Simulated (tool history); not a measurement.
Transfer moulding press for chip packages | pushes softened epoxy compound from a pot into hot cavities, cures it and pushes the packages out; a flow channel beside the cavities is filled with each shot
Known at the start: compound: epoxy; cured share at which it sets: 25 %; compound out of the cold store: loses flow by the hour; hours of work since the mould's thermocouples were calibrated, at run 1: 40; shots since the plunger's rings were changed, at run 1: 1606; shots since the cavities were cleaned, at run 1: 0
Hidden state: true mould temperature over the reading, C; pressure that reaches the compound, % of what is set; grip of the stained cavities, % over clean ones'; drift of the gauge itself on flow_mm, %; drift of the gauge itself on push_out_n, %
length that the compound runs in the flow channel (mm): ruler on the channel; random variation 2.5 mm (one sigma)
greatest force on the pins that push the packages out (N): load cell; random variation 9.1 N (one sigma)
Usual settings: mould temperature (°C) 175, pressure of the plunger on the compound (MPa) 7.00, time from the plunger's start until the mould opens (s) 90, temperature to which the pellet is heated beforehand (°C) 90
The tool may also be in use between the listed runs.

run	hour	mould temperature (°C)	pressure of the plunger on the compound (MPa)	time from the plunger's start until the mould opens (s)	temperature to which the pellet is heated beforehand (°C)	hours of work since the mould's thermocouples were calibrated	shots since the plunger's rings were changed	shots since the cavities were cleaned	incoming compound's hours out of the cold store	length that the compound runs in the flow channel (mm)	greatest force on the pins that push the packages out (N)
1	0.0	175	7.00	90	90	40	1606	0	47.4	805	425
2	7.8	175	7.00	90	90	46	1732	126	8.1	1051	453
3	20.1	175	7.00	90	90	56	1930	324	26.0	926	444
4	31.6	175	7.00	90	90	65	2114	508	44.3	823	429
5	44.0	175	7.00	90	90	75	2314	708	36.4	867	438
# hour 50.9: cavities cleaned with cleaning compound and waxed
6	51.5	175	7.00	90	90	80	2411	11	18.5	977	430
7	64.4	175	7.00	90	90	90	2618	218	39.0	853	434
8	78.3	175	7.00	90	91	101	2842	442	20.3	967	424
9	87.8	175	7.00	90	84	108	2994	594	33.3	888	439
# hour 101.6: cavities cleaned with cleaning compound and waxed
10	101.6	175	7.00	90	90	118	3192	0	21.7	954	462
11	109.1	175	7.00	90	90	124	3312	120	17.6	979	456
12	120.1	175	7.00	90	90	133	3490	298	43.3	832	419
13	129.0	175	7.00	90	90	140	3633	441	38.7	855	426
14	136.1	175	7.00	90	90	146	3746	554	30.1	901	448
15	149.3	175	7.00	77	90	156	3960	768	41.5	839	524
# hour 152.2: cavities cleaned with cleaning compound and waxed
16	162.5	175	7.00	77	90	166	4148	166	31.7	896	530
17	168.3	175	7.00	77	90	170	4241	259	39.1	853	529
18	175.5	169	5.41	77	85	176	4355	373	10.4	936	963
# hour 184.3: plunger's sealing rings changed
19	185.4	169	5.41	77	85	182	16	492	20.2	879	915
20	191.3	169	5.41	77	85	187	112	588	30.3	825	898
21	203.0	183	7.00	75	90	196	300	776	15.2	960	406
# hour 205.1: cavities cleaned with cleaning compound and waxed
22	211.6	183	7.00	87	90	201	415	105	20.5	927	386
23	225.3	183	7.00	87	90	212	635	325	22.8	918	374
24	238.8	183	7.00	87	90	223	851	541	12.2	980	379
25	248.2	183	7.00	87	90	231	1003	693	16.4	954	395
# hour 256.2: cavities cleaned with cleaning compound and waxed
26	256.3	179	5.88	82	94	236	1108	1	18.3	874	411
27	269.0	177	7.15	120	88	246	1313	206	41.8	837	380

The next listed run, before its measurement:
28	278.4	177	7.15	120	88	253	1465	358	26.4	?	?

{"run 28": {"length that the compound runs in the flow channel (mm)": 929, "greatest force on the pins that push the packages out (N)": 385}}
Without the tool's hidden state the same run would have given length that the compound runs in the flow channel (mm) 930, greatest force on the pins that push the packages out (N) 380.
